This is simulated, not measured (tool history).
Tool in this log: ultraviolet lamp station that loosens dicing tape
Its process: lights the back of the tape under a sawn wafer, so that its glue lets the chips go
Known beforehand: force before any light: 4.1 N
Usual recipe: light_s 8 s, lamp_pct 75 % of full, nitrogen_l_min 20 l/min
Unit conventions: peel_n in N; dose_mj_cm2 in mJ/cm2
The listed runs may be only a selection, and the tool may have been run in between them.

run,hour,light_s,lamp_pct,nitrogen_l_min,peel_n,dose_mj_cm2
1,0.0,8,75,20,0.210,257
2,26.3,8,75,20,0.204,257
3,58.5,8,62,20,0.323,208
4,85.8,8,62,20,0.318,205
5,118.7,8,62,20,0.330,206
6,154.5,8,75,20,0.226,244
7,190.3,8,75,6,0.511,243
8,212.1,8,75,20,0.232,240
9,251.0,8,93,20,0.143,295
10,281.3,8,93,20,0.144,301
# hour 284.8: window cleaned of glue's vapour
11,303.9,8,93,20,0.127,316
12,325.3,8,93,20,0.133,312
13,350.9,8,77,19,0.214,258
14,372.2,8,77,19,0.208,256
15,394.3,7,75,39,0.209,211
16,442.1,11,94,9,0.122,422
17,475.3,8,92,9,0.258,296
18,520.4,11,69,13,0.194,306
19,548.9,12,75,8,0.185,360
20,569.5,4,64,7,1.596,98
21,617.4,5,70,6,1.189,139
22,661.1,5,60,10,1.253,122

Alternative continuations, all from the tool just after run 22; predict every row:
A,684.2,8,75,34,?,?
B,684.2,5,75,28,?,?
C,684.2,5,69,10,?,?
D,684.2,5,60,17,?,?
E,684.2,5,75,9,?,?

run,peel_n,dose_mj_cm2
A,0.186,232
B,0.571,144
C,1.062,129
D,0.997,118
E,1.008,141
Had the tool no hidden state, the same runs would have come out as:
run,peel_n,dose_mj_cm2
A,0.120,286
B,0.380,177
C,0.787,160
D,0.731,145
E,0.736,175
